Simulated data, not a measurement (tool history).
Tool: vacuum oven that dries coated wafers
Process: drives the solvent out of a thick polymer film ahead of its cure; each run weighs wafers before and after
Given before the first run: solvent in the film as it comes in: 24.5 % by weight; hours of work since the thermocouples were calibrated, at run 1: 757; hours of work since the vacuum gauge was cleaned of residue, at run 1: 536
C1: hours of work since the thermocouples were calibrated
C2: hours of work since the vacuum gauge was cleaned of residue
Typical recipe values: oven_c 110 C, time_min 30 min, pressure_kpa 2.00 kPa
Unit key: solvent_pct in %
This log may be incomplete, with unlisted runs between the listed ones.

{"run": 1, "hour": 0.0, "oven_c": 110, "time_min": 30, "pressure_kpa": 2.0, "C1": 757, "C2": 536, "solvent_pct": 5.7}
{"run": 2, "hour": 38.1, "oven_c": 110, "time_min": 30, "pressure_kpa": 2.0, "C1": 784, "C2": 562, "solvent_pct": 5.83}
{"run": 3, "hour": 81.4, "oven_c": 110, "time_min": 41, "pressure_kpa": 2.0, "C1": 813, "C2": 592, "solvent_pct": 3.92}
{"run": 4, "hour": 129.5, "oven_c": 110, "time_min": 30, "pressure_kpa": 7.21, "C1": 847, "C2": 625, "solvent_pct": 8.56}
{"run": 5, "hour": 198.0, "oven_c": 110, "time_min": 30, "pressure_kpa": 7.21, "C1": 894, "C2": 672, "solvent_pct": 8.61}
{"run": 6, "hour": 255.7, "oven_c": 110, "time_min": 30, "pressure_kpa": 7.21, "C1": 934, "C2": 712, "solvent_pct": 8.56}
{"hour": 286.1, "done": "oven's thermocouples calibrated"}
{"run": 7, "hour": 316.1, "oven_c": 110, "time_min": 30, "pressure_kpa": 7.21, "C1": 21, "C2": 753, "solvent_pct": 8.65}
{"run": 8, "hour": 377.0, "oven_c": 110, "time_min": 23, "pressure_kpa": 2.0, "C1": 63, "C2": 795, "solvent_pct": 7.55}
{"run": 9, "hour": 453.5, "oven_c": 110, "time_min": 32, "pressure_kpa": 2.0, "C1": 116, "C2": 848, "solvent_pct": 5.35}
{"run": 10, "hour": 522.7, "oven_c": 115, "time_min": 22, "pressure_kpa": 2.48, "C1": 163, "C2": 895, "solvent_pct": 5.74}
{"run": 11, "hour": 566.0, "oven_c": 95, "time_min": 39, "pressure_kpa": 1.0, "C1": 193, "C2": 925, "solvent_pct": 10.88}
{"run": 12, "hour": 609.8, "oven_c": 95, "time_min": 38, "pressure_kpa": 1.0, "C1": 224, "C2": 956, "solvent_pct": 11.19}
{"run": 13, "hour": 650.2, "oven_c": 103, "time_min": 21, "pressure_kpa": 2.59, "C1": 252, "C2": 983, "solvent_pct": 11.79}
{"run": 14, "hour": 722.9, "oven_c": 103, "time_min": 21, "pressure_kpa": 2.59, "C1": 302, "C2": 1034, "solvent_pct": 11.82}
{"run": 15, "hour": 765.1, "oven_c": 110, "time_min": 30, "pressure_kpa": 7.38, "C1": 331, "C2": 1063, "solvent_pct": 8.75}
{"run": 16, "hour": 814.1, "oven_c": 117, "time_min": 20, "pressure_kpa": 4.1, "C1": 365, "C2": 1097, "solvent_pct": 6.21}
{"run": 17, "hour": 864.7, "oven_c": 117, "time_min": 20, "pressure_kpa": 4.1, "C1": 400, "C2": 1132, "solvent_pct": 6.25}
{"run": 18, "hour": 904.3, "oven_c": 117, "time_min": 20, "pressure_kpa": 4.1, "C1": 427, "C2": 1159, "solvent_pct": 6.26}

Below are 3 alternative next runs, each starting from the tool's condition after run 18. Predict each:
{"run": "A", "hour": 937.1, "oven_c": 96, "time_min": 23, "pressure_kpa": 4.23, "C1": 450, "C2": 1182, "solvent_pct": "?"}
{"run": "B", "hour": 937.1, "oven_c": 120, "time_min": 20, "pressure_kpa": 4.1, "C1": 450, "C2": 1182, "solvent_pct": "?"}
{"run": "C", "hour": 937.1, "oven_c": 117, "time_min": 20, "pressure_kpa": 7.06, "C1": 450, "C2": 1182, "solvent_pct": "?"}

run=A solvent_pct=15.09
run=B solvent_pct=4.91
run=C solvent_pct=7.39
Take away the tool's hidden state, keep each run's random variation, and the runs would have read:
run=A solvent_pct=15.07
run=B solvent_pct=4.90
run=C solvent_pct=7.38
